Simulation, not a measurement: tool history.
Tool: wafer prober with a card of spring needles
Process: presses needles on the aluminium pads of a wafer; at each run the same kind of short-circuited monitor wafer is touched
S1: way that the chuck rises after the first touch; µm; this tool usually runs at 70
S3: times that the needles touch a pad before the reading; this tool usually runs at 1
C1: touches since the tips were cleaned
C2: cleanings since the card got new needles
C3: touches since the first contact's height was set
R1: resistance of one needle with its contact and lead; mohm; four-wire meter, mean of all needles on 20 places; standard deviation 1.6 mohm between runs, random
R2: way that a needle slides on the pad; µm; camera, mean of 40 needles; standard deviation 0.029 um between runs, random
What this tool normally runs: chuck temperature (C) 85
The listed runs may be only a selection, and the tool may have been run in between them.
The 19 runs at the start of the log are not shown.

At hour 165.5: tips cleaned on abrasive film.
Run 20, hour 168.5: usual settings but S1 85 µm, chuck temperature (C) 49, S3 3; C1 1356; C2 23; C3 109363. Result: R1 141 mohm, R2 17.93 µm.
Run 21, hour 173.8: usual settings but S1 85 µm, chuck temperature (C) 49, S3 3; C1 3824; C2 23; C3 111831. Result: R1 147 mohm, R2 17.92 µm.
At hour 175.6: tips cleaned on abrasive film.
At hour 185.6: tips cleaned on abrasive film.
Run 22, hour 185.7: usual settings but S1 62 µm, chuck temperature (C) 35, S3 3; C1 52; C2 25; C3 117190. Result: R1 144 mohm, R2 13.02 µm.
Run 23, hour 194.2: usual settings but S1 62 µm, chuck temperature (C) 35, S3 3; C1 3932; C2 25; C3 121070. Result: R1 156 mohm, R2 12.94 µm.
At hour 195.6: tips cleaned on abrasive film.
At hour 205.8: tips cleaned on abrasive film.
Run 24, hour 206.1: usual settings but S1 76 µm; C1 132; C2 27; C3 126435. Result: R1 148 mohm, R2 15.94 µm.
Run 25, hour 212.7: usual settings but S1 76 µm; C1 3160; C2 27; C3 129463. Result: R1 163 mohm, R2 15.96 µm.
At hour 216.0: tips cleaned on abrasive film.
Run 26, hour 224.3: usual settings but S1 58 µm, chuck temperature (C) 53, S3 2; C1 3785; C2 28; C3 134722. Result: R1 169 mohm, R2 12.12 µm.
At hour 226.4: tips cleaned on abrasive film.
Run 27, hour 231.5: usual settings but chuck temperature (C) 72; C1 2308; C2 29; C3 137969. Result: R1 165 mohm, R2 14.62 µm.
At hour 236.2: tips cleaned on abrasive film.
Run 28, hour 237.9: usual settings but chuck temperature (C) 72; C1 753; C2 30; C3 140857. Result: R1 155 mohm, R2 14.60 µm.

Expected results for the next run?
At hour 246.3: tips cleaned on abrasive film.
At hour 246.6: height of the first contact set anew.
Run 29, hour 249.4: usual settings but S1 79 µm, chuck temperature (C) 95, S3 2; C1 1294; C2 31; C3 1294. Result: R1 ?, R2 ?.

R1: 156 mohm
R2: 16.94 µm
Had the tool carried no hidden state, the very same run would have given R1 150 mohm, R2 16.94 µm.

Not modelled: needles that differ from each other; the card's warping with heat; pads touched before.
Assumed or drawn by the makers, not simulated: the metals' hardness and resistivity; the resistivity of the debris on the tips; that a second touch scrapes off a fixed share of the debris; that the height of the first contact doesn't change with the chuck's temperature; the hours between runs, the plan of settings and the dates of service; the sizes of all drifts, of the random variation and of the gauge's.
